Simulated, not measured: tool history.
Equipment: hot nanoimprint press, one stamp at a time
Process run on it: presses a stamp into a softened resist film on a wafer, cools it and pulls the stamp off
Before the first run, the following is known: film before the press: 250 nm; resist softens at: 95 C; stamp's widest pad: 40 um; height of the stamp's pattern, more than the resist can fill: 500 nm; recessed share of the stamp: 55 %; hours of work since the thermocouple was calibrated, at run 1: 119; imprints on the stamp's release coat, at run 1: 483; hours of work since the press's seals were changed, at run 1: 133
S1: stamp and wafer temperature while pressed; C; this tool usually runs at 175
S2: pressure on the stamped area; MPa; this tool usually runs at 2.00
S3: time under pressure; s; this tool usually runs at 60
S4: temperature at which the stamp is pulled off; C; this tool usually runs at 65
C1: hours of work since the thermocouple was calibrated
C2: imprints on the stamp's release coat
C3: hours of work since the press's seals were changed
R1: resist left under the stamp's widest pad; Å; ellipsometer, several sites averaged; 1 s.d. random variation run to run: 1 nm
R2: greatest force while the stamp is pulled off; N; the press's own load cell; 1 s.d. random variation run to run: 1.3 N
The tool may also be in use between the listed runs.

run 1 hour=0.0 | S1=175 S2=2.00 S3=60 S4=65 | C1=119 C2=483 C3=133 | R1=1480 R2=95
run 2 hour=11.8 | S1=175 S2=2.00 S3=60 S4=65 | C1=127 C2=513 C3=141 | R1=1481 R2=96
run 3 hour=21.1 | S1=163 S2=2.00 S3=60 S4=65 | C1=134 C2=537 C3=148 | R1=1925 R2=96
run 4 hour=35.1 | S1=163 S2=2.00 S3=60 S4=65 | C1=144 C2=573 C3=158 | R1=1925 R2=96
run 5 hour=43.5 | S1=175 S2=2.54 S3=60 S4=65 | C1=150 C2=595 C3=164 | R1=1337 R2=95
-- hour=53.7 stamp cleaned and given a new release coat
run 6 hour=60.0 | S1=175 S2=2.54 S3=60 S4=65 | C1=157 C2=16 C3=171 | R1=1326 R2=96
run 7 hour=69.2 | S1=175 S2=2.63 S3=60 S4=65 | C1=164 C2=40 C3=178 | R1=1305 R2=97
run 8 hour=83.3 | S1=175 S2=2.63 S3=60 S4=65 | C1=174 C2=76 C3=188 | R1=1299 R2=94
run 9 hour=89.9 | S1=175 S2=2.63 S3=60 S4=65 | C1=178 C2=94 C3=193 | R1=1306 R2=96
run 10 hour=104.2 | S1=175 S2=2.00 S3=74 S4=65 | C1=188 C2=130 C3=203 | R1=1394 R2=96
run 11 hour=113.5 | S1=175 S2=2.00 S3=74 S4=68 | C1=195 C2=154 C3=209 | R1=1368 R2=89
run 12 hour=121.7 | S1=175 S2=2.00 S3=60 S4=65 | C1=201 C2=176 C3=215 | R1=1482 R2=97
run 13 hour=129.3 | S1=175 S2=2.00 S3=60 S4=65 | C1=206 C2=195 C3=221 | R1=1499 R2=96
run 14 hour=136.1 | S1=175 S2=2.00 S3=60 S4=65 | C1=211 C2=213 C3=225 | R1=1485 R2=95
run 15 hour=142.7 | S1=175 S2=2.00 S3=60 S4=54 | C1=216 C2=230 C3=230 | R1=1487 R2=125
run 16 hour=155.1 | S1=175 S2=2.00 S3=60 S4=54 | C1=225 C2=262 C3=239 | R1=1484 R2=124
run 17 hour=166.1 | S1=170 S2=2.00 S3=60 S4=54 | C1=232 C2=290 C3=247 | R1=1653 R2=124
run 18 hour=173.2 | S1=170 S2=2.00 S3=60 S4=54 | C1=237 C2=309 C3=252 | R1=1685 R2=126
run 19 hour=183.9 | S1=182 S2=1.77 S3=89 S4=67 | C1=245 C2=336 C3=259 | R1=1152 R2=92
run 20 hour=193.7 | S1=182 S2=1.77 S3=89 S4=67 | C1=252 C2=361 C3=266 | R1=1148 R2=89
run 21 hour=200.2 | S1=175 S2=3.01 S3=60 S4=65 | C1=257 C2=378 C3=271 | R1=1211 R2=96
run 22 hour=207.0 | S1=175 S2=3.01 S3=60 S4=65 | C1=261 C2=396 C3=276 | R1=1225 R2=94
run 23 hour=216.5 | S1=166 S2=3.01 S3=60 S4=54 | C1=268 C2=421 C3=283 | R1=1562 R2=126
run 24 hour=227.5 | S1=166 S2=3.01 S3=60 S4=54 | C1=276 C2=449 C3=290 | R1=1580 R2=124
run 25 hour=240.9 | S1=185 S2=2.00 S3=37 S4=65 | C1=286 C2=483 C3=300 | R1=1345 R2=96
run 26 hour=256.8 | S1=185 S2=2.00 S3=37 S4=65 | C1=297 C2=524 C3=311 | R1=1352 R2=97
run 27 hour=271.5 | S1=169 S2=2.00 S3=37 S4=65 | C1=307 C2=562 C3=322 | R1=1894 R2=96
run 28 hour=287.2 | S1=169 S2=1.70 S3=33 S4=65 | C1=318 C2=603 C3=333 | R1=2024 R2=97
-- hour=294.7 stamp cleaned and given a new release coat
run 29 hour=300.5 | S1=169 S2=1.70 S3=33 S4=65 | C1=324 C2=15 C3=338 | R1=2027 R2=94
run 30 hour=314.0 | S1=169 S2=1.70 S3=33 S4=65 | C1=333 C2=50 C3=348 | R1=2027 R2=95
run 31 hour=328.4 | S1=171 S2=1.47 S3=31 S4=58 | C1=343 C2=87 C3=358 | R1=2075 R2=114

Take each entry between the runs: how does the hidden state at the last listed run before it differ from the hidden state at the first listed run after it?
Between runs 5 and 6: stamp cleaned and given a new release coat (hour 53.7)
  grip of the stamp's worn release coat, % over a new coat's: 0.8 -> 0
Between runs 28 and 29: stamp cleaned and given a new release coat (hour 294.7)
  pressure that arrives at the usual setting, %: 99.93 -> 99.92; grip of the stamp's worn release coat, % over a new coat's: 0.8 -> 0
